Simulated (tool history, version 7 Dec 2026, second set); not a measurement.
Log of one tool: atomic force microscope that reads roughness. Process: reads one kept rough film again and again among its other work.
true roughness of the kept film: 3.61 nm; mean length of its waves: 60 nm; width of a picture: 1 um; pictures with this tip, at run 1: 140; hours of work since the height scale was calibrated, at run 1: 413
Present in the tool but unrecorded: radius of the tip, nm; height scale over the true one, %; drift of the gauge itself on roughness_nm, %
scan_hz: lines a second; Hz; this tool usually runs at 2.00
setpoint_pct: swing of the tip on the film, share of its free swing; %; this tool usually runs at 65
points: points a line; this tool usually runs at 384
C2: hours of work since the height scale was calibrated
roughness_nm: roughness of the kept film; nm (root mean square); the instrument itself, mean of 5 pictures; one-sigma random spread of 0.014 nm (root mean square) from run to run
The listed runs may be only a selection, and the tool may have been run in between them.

run 1 day=0.000 | scan_hz=2.00 setpoint_pct=65 points=384 | pictures_with_this_tip=140 C2=413 | roughness_nm=2.927
run 2 day=1.058 | scan_hz=2.00 setpoint_pct=65 points=384 | pictures_with_this_tip=193 C2=433 | roughness_nm=2.864
-- day=1.379 new tip fitted
run 3 day=2.221 | scan_hz=2.00 setpoint_pct=65 points=384 | pictures_with_this_tip=42 C2=454 | roughness_nm=3.152
run 4 day=3.525 | scan_hz=2.00 setpoint_pct=65 points=384 | pictures_with_this_tip=106 C2=477 | roughness_nm=3.021
run 5 day=4.746 | scan_hz=2.00 setpoint_pct=65 points=384 | pictures_with_this_tip=167 C2=500 | roughness_nm=2.897
-- day=5.508 new tip fitted
run 6 day=6.192 | scan_hz=2.00 setpoint_pct=65 points=950 | pictures_with_this_tip=34 C2=526 | roughness_nm=3.192
run 7 day=7.358 | scan_hz=2.00 setpoint_pct=65 points=950 | pictures_with_this_tip=92 C2=547 | roughness_nm=3.060
run 8 day=8.571 | scan_hz=2.00 setpoint_pct=65 points=950 | pictures_with_this_tip=151 C2=569 | roughness_nm=2.934
run 9 day=9.479 | scan_hz=2.00 setpoint_pct=65 points=950 | pictures_with_this_tip=196 C2=586 | roughness_nm=2.841
-- day=9.633 new tip fitted
run 10 day=10.483 | scan_hz=0.91 setpoint_pct=65 points=384 | pictures_with_this_tip=42 C2=604 | roughness_nm=3.261
run 11 day=11.354 | scan_hz=0.91 setpoint_pct=65 points=384 | pictures_with_this_tip=85 C2=620 | roughness_nm=3.160
run 12 day=12.804 | scan_hz=3.97 setpoint_pct=62 points=699 | pictures_with_this_tip=156 C2=647 | roughness_nm=2.812
-- day=13.783 new tip fitted
run 13 day=13.908 | scan_hz=3.97 setpoint_pct=62 points=699 | pictures_with_this_tip=6 C2=667 | roughness_nm=3.133
run 14 day=14.825 | scan_hz=3.97 setpoint_pct=62 points=699 | pictures_with_this_tip=51 C2=683 | roughness_nm=3.024
run 15 day=16.225 | scan_hz=3.95 setpoint_pct=81 points=699 | pictures_with_this_tip=120 C2=709 | roughness_nm=2.489
-- day=16.362 height scale calibrated on a step standard
run 16 day=17.475 | scan_hz=2.00 setpoint_pct=62 points=384 | pictures_with_this_tip=180 C2=20 | roughness_nm=2.867
-- day=18.025 new tip fitted
run 17 day=18.408 | scan_hz=2.00 setpoint_pct=62 points=384 | pictures_with_this_tip=19 C2=37 | roughness_nm=3.219
run 18 day=19.800 | scan_hz=0.50 setpoint_pct=67 points=274 | pictures_with_this_tip=88 C2=63 | roughness_nm=3.147
-- day=20.146 height scale calibrated on a step standard, once more
run 19 day=20.804 | scan_hz=0.50 setpoint_pct=67 points=274 | pictures_with_this_tip=135 C2=12 | roughness_nm=3.110
-- day=22.217 new tip fitted
run 20 day=22.412 | scan_hz=1.21 setpoint_pct=78 points=274 | pictures_with_this_tip=10 C2=41 | roughness_nm=3.203
run 21 day=23.367 | scan_hz=2.82 setpoint_pct=71 points=894 | pictures_with_this_tip=57 C2=59 | roughness_nm=2.968
run 22 day=24.558 | scan_hz=1.50 setpoint_pct=58 points=390 | pictures_with_this_tip=116 C2=80 | roughness_nm=3.102

Measured result minus the same run's result without the hidden state. Both carry the same run-to-run variation, though not necessarily the same gauge scatter:
run=1 roughness_nm=-0.335
run=2 roughness_nm=-0.442
run=3 roughness_nm=-0.121
run=4 roughness_nm=-0.251
run=5 roughness_nm=-0.371
run=6 roughness_nm=-0.110
run=7 roughness_nm=-0.222
run=8 roughness_nm=-0.344
run=9 roughness_nm=-0.434
run=10 roughness_nm=-0.140
run=11 roughness_nm=-0.229
run=12 roughness_nm=-0.358
run=13 roughness_nm=-0.054
run=14 roughness_nm=-0.149
run=15 roughness_nm=-0.260
run=16 roughness_nm=-0.441
run=17 roughness_nm=-0.090
run=18 roughness_nm=-0.247
run=19 roughness_nm=-0.297
run=20 roughness_nm=-0.028
run=21 roughness_nm=-0.134
run=22 roughness_nm=-0.283
